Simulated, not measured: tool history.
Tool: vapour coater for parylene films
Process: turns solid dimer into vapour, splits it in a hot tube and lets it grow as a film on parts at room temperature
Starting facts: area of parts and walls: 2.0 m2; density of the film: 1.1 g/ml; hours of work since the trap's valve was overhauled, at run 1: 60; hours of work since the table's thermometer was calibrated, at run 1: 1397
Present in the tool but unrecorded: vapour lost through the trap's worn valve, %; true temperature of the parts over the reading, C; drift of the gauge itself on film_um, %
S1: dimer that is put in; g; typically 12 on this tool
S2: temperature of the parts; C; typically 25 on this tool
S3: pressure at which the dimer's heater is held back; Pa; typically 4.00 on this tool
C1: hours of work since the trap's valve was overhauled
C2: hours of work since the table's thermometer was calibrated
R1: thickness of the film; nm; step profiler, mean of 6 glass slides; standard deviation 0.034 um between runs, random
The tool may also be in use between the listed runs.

run 1 hour=0.0 | S1=12 S2=25 S3=4.00 | C1=60 C2=1397 | R1=3430
run 2 hour=58.4 | S1=12 S2=25 S3=4.00 | C1=108 C2=1444 | R1=3410
run 3 hour=99.1 | S1=12 S2=25 S3=4.00 | C1=141 C2=1477 | R1=3380
run 4 hour=138.7 | S1=18 S2=25 S3=4.00 | C1=173 C2=1510 | R1=4950
run 5 hour=179.8 | S1=12 S2=25 S3=4.00 | C1=207 C2=1543 | R1=3330
run 6 hour=217.6 | S1=12 S2=20 S3=4.00 | C1=238 C2=1574 | R1=3710
run 7 hour=262.4 | S1=12 S2=20 S3=4.00 | C1=274 C2=1611 | R1=3620
run 8 hour=297.4 | S1=12 S2=20 S3=4.00 | C1=303 C2=1639 | R1=3550
run 9 hour=327.1 | S1=12 S2=20 S3=4.00 | C1=327 C2=1663 | R1=3620
-- hour=381.7 table's thermometer calibrated
run 10 hour=381.7 | S1=12 S2=20 S3=4.00 | C1=371 C2=0 | R1=3470
run 11 hour=423.9 | S1=12 S2=20 S3=4.00 | C1=405 C2=34 | R1=3500
run 12 hour=478.4 | S1=12 S2=32 S3=2.49 | C1=449 C2=79 | R1=3010
run 13 hour=525.3 | S1=12 S2=32 S3=2.49 | C1=488 C2=117 | R1=2970
run 14 hour=567.1 | S1=21 S2=32 S3=2.49 | C1=522 C2=151 | R1=5160
run 15 hour=611.3 | S1=21 S2=32 S3=2.49 | C1=558 C2=187 | R1=5210
-- hour=638.9 trap's valve overhauled
run 16 hour=674.1 | S1=21 S2=32 S3=2.49 | C1=29 C2=235 | R1=5810
run 17 hour=737.6 | S1=21 S2=32 S3=2.49 | C1=81 C2=287 | R1=5760
run 18 hour=781.7 | S1=6 S2=25 S3=4.88 | C1=116 C2=323 | R1=1630

Some steps in R1, run to run, broken into two amounts with sign: the step expected even without the hidden condition (settings, incoming material, random variation), and the rest, left for the hidden condition together with whatever gauge scatter is not in both the measured and the hidden-condition-free result:
Run 15 -> 16: trap's valve overhauled. R1 +600 nm: hidden state +670, all else -70.
Run 17 -> 18: S1 21 -> 6, S2 32 -> 25, S3 2.49 -> 4.88. R1 -4130 nm: hidden state +60, all else -4190.
